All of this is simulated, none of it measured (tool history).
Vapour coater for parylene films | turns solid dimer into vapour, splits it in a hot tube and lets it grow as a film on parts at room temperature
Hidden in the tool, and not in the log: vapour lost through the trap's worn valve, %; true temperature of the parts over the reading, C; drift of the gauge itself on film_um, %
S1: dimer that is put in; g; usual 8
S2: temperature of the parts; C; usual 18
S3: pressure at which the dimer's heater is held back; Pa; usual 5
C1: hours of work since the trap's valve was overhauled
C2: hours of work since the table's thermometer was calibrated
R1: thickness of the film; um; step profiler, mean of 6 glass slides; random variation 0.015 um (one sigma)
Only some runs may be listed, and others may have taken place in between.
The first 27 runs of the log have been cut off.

| run | hour | S1 | S2 | S3 | C1 | C2 | R1 |
|---|---|---|---|---|---|---|---|
|  | 492.9 | gauge calibrated |
| 28 | 495.2 | 8 | 14 | 2.77 | 209 | 898 | 5.67 |
| 29 | 516 | 6 | 21 | 5 | 222 | 911 | 2.83 |
| 30 | 536.8 | 6 | 21 | 5 | 235 | 925 | 2.79 |
| 31 | 547.9 | 6 | 21 | 5 | 242 | 932 | 2.8 |
| 32 | 562.5 | 8 | 19 | 4.17 | 252 | 941 | 4.23 |
| 33 | 579 | 9 | 18 | 5 | 262 | 952 | 4.72 |
| 34 | 594.2 | 9 | 18 | 5 | 272 | 961 | 4.73 |
| 35 | 606.3 | 10 | 18 | 10.23 | 280 | 969 | 4.41 |
| 36 | 626.8 | 10 | 18 | 10.23 | 293 | 982 | 4.39 |
| 37 | 647.9 | 4 | 20 | 2.43 | 307 | 996 | 2.32 |
| 38 | 659.5 | 13 | 13 | 5 | 314 | 1003 | 8.24 |
| 39 | 682.7 | 5 | 10 | 6.63 | 329 | 1018 | 3.3 |
| 40 | 702.5 | 5 | 10 | 2.17 | 342 | 1031 | 3.66 |
| 41 | 727.8 | 11 | 10 | 2.09 | 358 | 1047 | 8.03 |

Predict each of these 4 candidate next runs independently; none follows another, all start after run 41:
| A | 739.5 | 11 | 10 | 4.63 | 365 | 1055 | ? |
| B | 739.5 | 8 | 11 | 2.89 | 365 | 1055 | ? |
| C | 739.5 | 7 | 25 | 4.92 | 365 | 1055 | ? |
| D | 739.5 | 7 | 18 | 3.84 | 365 | 1055 | ? |

| run | R1 |
|---|---|
| A | 7.96 |
| B | 5.85 |
| C | 2.79 |
| D | 3.87 |
Had the tool no hidden state, the same runs would have come out as:
| run | R1 |
|---|---|
| A | 8.07 |
| B | 5.93 |
| C | 2.83 |
| D | 3.93 |
